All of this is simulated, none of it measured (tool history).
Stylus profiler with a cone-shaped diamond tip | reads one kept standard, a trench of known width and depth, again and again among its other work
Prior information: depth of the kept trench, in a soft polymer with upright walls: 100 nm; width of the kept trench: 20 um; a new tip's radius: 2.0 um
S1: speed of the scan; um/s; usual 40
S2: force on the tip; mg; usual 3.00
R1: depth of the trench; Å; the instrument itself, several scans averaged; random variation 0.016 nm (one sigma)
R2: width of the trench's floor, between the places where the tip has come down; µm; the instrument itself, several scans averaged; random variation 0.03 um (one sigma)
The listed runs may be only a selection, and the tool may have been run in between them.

run    hour   S1    S2      R1     R2
  1     0.0   40  3.00  1008.6  18.21
  2    37.7   26  3.00  1009.0  18.29
  3    87.8   26  3.00  1008.7  18.22
  4   125.7   26  3.00  1008.4  18.25
  5   186.4   26  3.00  1008.6  18.21
  6   222.8   14  3.00  1008.9  18.29
  7   271.8   14  3.00  1008.6  18.23
  8   321.7   40  3.00  1009.3  18.15
  9   371.4   40  3.00  1008.9  18.12
 10   435.9   40  3.00  1009.2  18.06
 11   486.6   40  1.09  1005.6  17.95
 12   545.5   40  8.82  1017.1  18.16
      549.4  -- height scale calibrated on a step standard
 13   585.1   40  3.00  1010.6  18.07
 14   630.6   40  3.00  1010.5  18.04
      667.7  -- height scale calibrated on a step standard, once more
 15   688.6   17  3.00  1007.2  18.12
 16   724.9   40  3.00  1007.3  18.01
 17   761.4   40  3.00  1007.4  17.97
 18   808.2   40  3.00  1007.2  17.95
 19   846.9   40  3.00  1007.2  18.03
 20   885.9  160  1.43  1004.6  17.11
 21   939.4  151  1.12  1003.9  16.99
 22  1000.2  151  1.12  1004.4  17.03
 23  1033.7   47  1.12  1004.1  17.77
 24  1083.6   27  3.27  1008.1  17.97
 25  1118.0   27  3.27  1008.4  17.96
 26  1170.5   27  3.27  1008.1  17.92
 27  1203.7   27  3.27  1008.4  17.96
 28  1242.3   10  3.27  1008.4  18.03
 29  1292.3   17  2.06  1006.2  17.96
 30  1318.5   17  2.06  1006.6  17.96
 31  1346.2   14  1.45  1005.3  17.92
 32  1385.9  107  1.74  1006.0  17.42
 33  1416.9  110  4.79  1010.7  17.61
 34  1459.9   11  5.29  1011.6  17.97
 35  1501.4   37  8.21  1015.3  17.89
     1550.8  -- new tip fitted, height scale calibrated
 36  1562.6   31  7.24  1013.2  18.67
 37  1604.9   31  2.19  1006.1  18.55

Measured less the same run without the tool's hidden state. The same run-to-run variation is in both; the gauge's scatter may not be:
Hidden state at play: radius of the tip, um; height scale over the true one, %; drift of the gauge itself on depth_nm, %; drift of the gauge itself on floor_um, %.
run    R1     R2
  1  +1.4  -0.37
  2  +1.4  -0.38
  3  +1.5  -0.40
  4  +1.6  -0.41
  5  +1.7  -0.42
  6  +1.6  -0.44
  7  +1.8  -0.45
  8  +1.8  -0.47
  9  +1.9  -0.47
 10  +2.0  -0.49
 11  +2.0  -0.51
 12  +2.2  -0.52
 13  +3.3  -0.54
 14  +3.4  -0.55
 15  -0.1  -0.55
 16  -0.1  -0.56
 17  -0.1  -0.58
 18  +0.1  -0.59
 19  +0.1  -0.60
 20  +0.2  -0.60
 21  +0.2  -0.62
 22  +0.4  -0.63
 23  +0.4  -0.64
 24  +0.4  -0.65
 25  +0.5  -0.66
 26  +0.6  -0.68
 27  +0.6  -0.68
 28  +0.6  -0.69
 29  +0.7  -0.70
 30  +0.8  -0.71
 31  +0.8  -0.72
 32  +0.9  -0.73
 33  +0.9  -0.73
 34  +1.0  -0.74
 35  +1.1  -0.75
 36  +0.2  -0.02
 37  +0.3  -0.04
